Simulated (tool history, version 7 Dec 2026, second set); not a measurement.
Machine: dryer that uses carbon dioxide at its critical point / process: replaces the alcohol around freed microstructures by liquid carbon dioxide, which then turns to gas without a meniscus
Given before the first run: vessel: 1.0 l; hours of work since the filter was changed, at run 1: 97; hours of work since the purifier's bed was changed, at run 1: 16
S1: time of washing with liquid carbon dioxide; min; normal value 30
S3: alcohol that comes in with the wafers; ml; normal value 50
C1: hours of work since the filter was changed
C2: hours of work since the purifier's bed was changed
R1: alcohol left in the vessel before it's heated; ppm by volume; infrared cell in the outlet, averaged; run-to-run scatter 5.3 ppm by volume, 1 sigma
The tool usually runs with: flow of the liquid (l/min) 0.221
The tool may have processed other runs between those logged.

{"run": 1, "hour": 0.0, "S1": 30, "flow of the liquid (l/min)": 0.221, "S3": 50, "C1": 97, "C2": 16, "R1": 141}
{"run": 2, "hour": 12.6, "S1": 30, "flow of the liquid (l/min)": 0.221, "S3": 50, "C1": 104, "C2": 23, "R1": 143}
{"run": 3, "hour": 19.5, "S1": 30, "flow of the liquid (l/min)": 0.221, "S3": 50, "C1": 108, "C2": 27, "R1": 156}
{"run": 4, "hour": 29.5, "S1": 30, "flow of the liquid (l/min)": 0.206, "S3": 50, "C1": 113, "C2": 32, "R1": 228}
{"run": 5, "hour": 37.7, "S1": 30, "flow of the liquid (l/min)": 0.221, "S3": 33, "C1": 118, "C2": 37, "R1": 105}
{"run": 6, "hour": 49.7, "S1": 30, "flow of the liquid (l/min)": 0.221, "S3": 33, "C1": 124, "C2": 43, "R1": 102}
{"run": 7, "hour": 62.4, "S1": 30, "flow of the liquid (l/min)": 0.221, "S3": 33, "C1": 131, "C2": 50, "R1": 115}
{"run": 8, "hour": 70.5, "S1": 30, "flow of the liquid (l/min)": 0.221, "S3": 33, "C1": 136, "C2": 55, "R1": 110}
{"run": 9, "hour": 82.0, "S1": 30, "flow of the liquid (l/min)": 0.221, "S3": 33, "C1": 142, "C2": 61, "R1": 106}
{"run": 10, "hour": 94.5, "S1": 30, "flow of the liquid (l/min)": 0.221, "S3": 50, "C1": 149, "C2": 68, "R1": 171}
{"run": 11, "hour": 100.0, "S1": 30, "flow of the liquid (l/min)": 0.221, "S3": 50, "C1": 152, "C2": 71, "R1": 172}
{"run": 12, "hour": 106.6, "S1": 30, "flow of the liquid (l/min)": 0.157, "S3": 50, "C1": 156, "C2": 75, "R1": 845}
{"run": 13, "hour": 119.6, "S1": 30, "flow of the liquid (l/min)": 0.157, "S3": 50, "C1": 163, "C2": 82, "R1": 842}
{"run": 14, "hour": 131.8, "S1": 30, "flow of the liquid (l/min)": 0.157, "S3": 50, "C1": 170, "C2": 89, "R1": 881}
{"run": 15, "hour": 142.3, "S1": 30, "flow of the liquid (l/min)": 0.157, "S3": 50, "C1": 176, "C2": 94, "R1": 859}
{"run": 16, "hour": 155.7, "S1": 30, "flow of the liquid (l/min)": 0.221, "S3": 50, "C1": 183, "C2": 102, "R1": 179}
{"run": 17, "hour": 165.6, "S1": 30, "flow of the liquid (l/min)": 0.221, "S3": 50, "C1": 188, "C2": 107, "R1": 192}
{"run": 18, "hour": 172.0, "S1": 30, "flow of the liquid (l/min)": 0.221, "S3": 50, "C1": 192, "C2": 111, "R1": 195}
{"run": 19, "hour": 184.6, "S1": 30, "flow of the liquid (l/min)": 0.221, "S3": 50, "C1": 199, "C2": 118, "R1": 196}
{"run": 20, "hour": 197.3, "S1": 30, "flow of the liquid (l/min)": 0.235, "S3": 50, "C1": 206, "C2": 125, "R1": 143}
{"run": 21, "hour": 204.5, "S1": 30, "flow of the liquid (l/min)": 0.235, "S3": 50, "C1": 210, "C2": 129, "R1": 149}
{"run": 22, "hour": 217.4, "S1": 30, "flow of the liquid (l/min)": 0.235, "S3": 50, "C1": 217, "C2": 136, "R1": 143}
{"run": 23, "hour": 230.4, "S1": 30, "flow of the liquid (l/min)": 0.235, "S3": 27, "C1": 224, "C2": 143, "R1": 86}
{"run": 24, "hour": 243.3, "S1": 37, "flow of the liquid (l/min)": 0.355, "S3": 50, "C1": 231, "C2": 150, "R1": 25}
{"run": 25, "hour": 249.9, "S1": 30, "flow of the liquid (l/min)": 0.291, "S3": 35, "C1": 235, "C2": 154, "R1": 41}
{"run": 26, "hour": 262.8, "S1": 30, "flow of the liquid (l/min)": 0.291, "S3": 35, "C1": 242, "C2": 161, "R1": 48}

Predict the results of run 27:
{"run": 27, "hour": 271.5, "S1": 30, "flow of the liquid (l/min)": 0.291, "S3": 35, "C1": 247, "C2": 166, "R1": "?"}

{"run 27": {"R1": 43}}
With no hidden state in the tool, this same run would have given R1 11 ppm by volume.
